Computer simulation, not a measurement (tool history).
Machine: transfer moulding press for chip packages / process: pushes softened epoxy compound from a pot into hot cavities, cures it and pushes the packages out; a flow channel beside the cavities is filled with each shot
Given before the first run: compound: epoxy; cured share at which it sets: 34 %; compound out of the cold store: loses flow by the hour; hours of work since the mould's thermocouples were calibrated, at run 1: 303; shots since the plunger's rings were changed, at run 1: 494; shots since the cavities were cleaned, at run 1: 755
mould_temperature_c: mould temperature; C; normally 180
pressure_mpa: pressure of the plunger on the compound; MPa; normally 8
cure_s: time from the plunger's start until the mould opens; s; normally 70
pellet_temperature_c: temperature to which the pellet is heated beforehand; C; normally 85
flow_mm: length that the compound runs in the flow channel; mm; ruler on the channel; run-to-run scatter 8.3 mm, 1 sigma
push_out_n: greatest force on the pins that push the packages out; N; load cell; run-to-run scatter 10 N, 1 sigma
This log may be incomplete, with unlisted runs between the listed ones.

run     day  mould_temperature_c  pressure_mpa  cure_s  pellet_temperature_c  hours of work since the mould's thermocouples were calibrated  shots since the plunger's rings were changed  shots since the cavities were cleaned  incoming compound's hours out of the cold store  flow_mm  push_out_n
  1       0                  180             8      70                    85                                                            303                                           494                                    755                                             21.2      998         894
      1.158  -- cavities cleaned with cleaning compound and waxed
      1.688  -- mould's thermocouples calibrated
  2   2.471                  180             8      70                    85                                                             10                                          1185                                    364                                             44.4      884         701
      5.058  -- cavities cleaned with cleaning compound and waxed
  3   5.746                  180             8      70                    85                                                             53                                          2140                                    204                                             12.5     1011         689
  4   7.671                  180             8      70                    85                                                             79                                          2712                                    776                                             24.3      952         914
      8.762  -- cavities cleaned with cleaning compound and waxed
  5  10.867                  180             8      70                    85                                                            120                                          3643                                    625                                             38.8      859         843
     12.438  -- cavities cleaned with cleaning compound and waxed
  6    13.5                  180             8      70                    85                                                            154                                          4408                                    317                                             43.4      838         669
  7  15.538                  176             8      70                    85                                                            181                                          5013                                    922                                             18.2      933        1292
     16.117  -- cavities cleaned with cleaning compound and waxed
  8  18.608                  180             8      70                    85                                                            221                                          5907                                    741                                             41.5      790         868
     19.888  -- cavities cleaned with cleaning compound and waxed
     22.396  -- plunger's sealing rings changed
  9  22.658                  180             8      58                    85                                                            273                                            77                                    791                                             22.8      983        1569
     23.833  -- cavities cleaned with cleaning compound and waxed
 10  24.529                  180             8      58                    85                                                            297                                           615                                    207                                             22.3      996        1180
 11  26.238                  180             8      70                    85                                                            319                                          1123                                    715                                               26      974         964
     26.604  -- mould's thermocouples calibrated
     27.546  -- cavities cleaned with cleaning compound and waxed
 12   30.25                  180             8      70                    85                                                             48                                          2272                                    804                                              9.2      997         964
     31.492  -- cavities cleaned with cleaning compound and waxed
 13  33.979                  180             8      57                    77                                                             96                                          3361                                    739                                             47.6      822        1508
     35.246  -- cavities cleaned with cleaning compound and waxed
 14  37.683                  173          9.45      81                    92                                                            145                                          4444                                    725                                             47.1      903         934
     38.875  -- cavities cleaned with cleaning compound and waxed
 15  40.942                  173          9.45      81                    92                                                            187                                          5393                                    613                                             15.7     1019         994
     42.479  -- cavities cleaned with cleaning compound and waxed
 16  42.671                  173          9.45      81                    92                                                            209                                          5889                                     57                                             34.2      913         599
 17   45.95                  173          9.45      81                    92                                                            253                                          6864                                   1032                                             15.1      998        1169
     46.212  -- cavities cleaned with cleaning compound and waxed
     46.512  -- plunger's sealing rings changed
 18  48.462                  173          9.45      81                    92                                                            284                                           580                                    639                                             32.3     1064         956
     50.108  -- cavities cleaned with cleaning compound and waxed
      51.45  -- mould's thermocouples calibrated
 19    52.5                  185          9.45      81                    92                                                             14                                          1737                                    687                                             11.2     1101         618
     53.821  -- cavities cleaned with cleaning compound and waxed
 20  54.633                  185          9.45      81                    92                                                             41                                          2351                                    241                                             32.8      976         439
     57.667  -- cavities cleaned with cleaning compound and waxed
 21  58.371                  185          9.45      81                    92                                                             90                                          3444                                    209                                             16.4     1033         452
       61.5  -- cavities cleaned with cleaning compound and waxed
 22  62.471                  185          9.45      81                    92                                                            144                                          4643                                    288                                             18.7      986         475
 23  64.162                  176          8.39      64                    91                                                            166                                          5146                                    791                                             25.9      919        1549

Forecast each of these 4 alternatives for the next run:
     65.317  -- cavities cleaned with cleaning compound and waxed
  A  67.517                  180          6.79     106                    91                                                            210                                          6125                                    654                                             14.6        ?           ?
     65.317  -- cavities cleaned with cleaning compound and waxed
  B  67.517                  181          7.69      96                    85                                                            210                                          6125                                    654                                             47.7        ?           ?
     65.317  -- cavities cleaned with cleaning compound and waxed
  C  67.517                  176          8.39      64                    79                                                            210                                          6125                                    654                                               31        ?           ?
     65.317  -- cavities cleaned with cleaning compound and waxed
  D  67.517                  176          6.95      64                    91                                                            210                                          6125                                    654                                             47.7        ?           ?

run  flow_mm  push_out_n
  A      843         544
  B      762         560
  C      878        1447
  D      729        1277
With no hidden state in the tool, these same runs would have given:
run  flow_mm  push_out_n
  A      957         315
  B      864         326
  C      996         803
  D      827         712
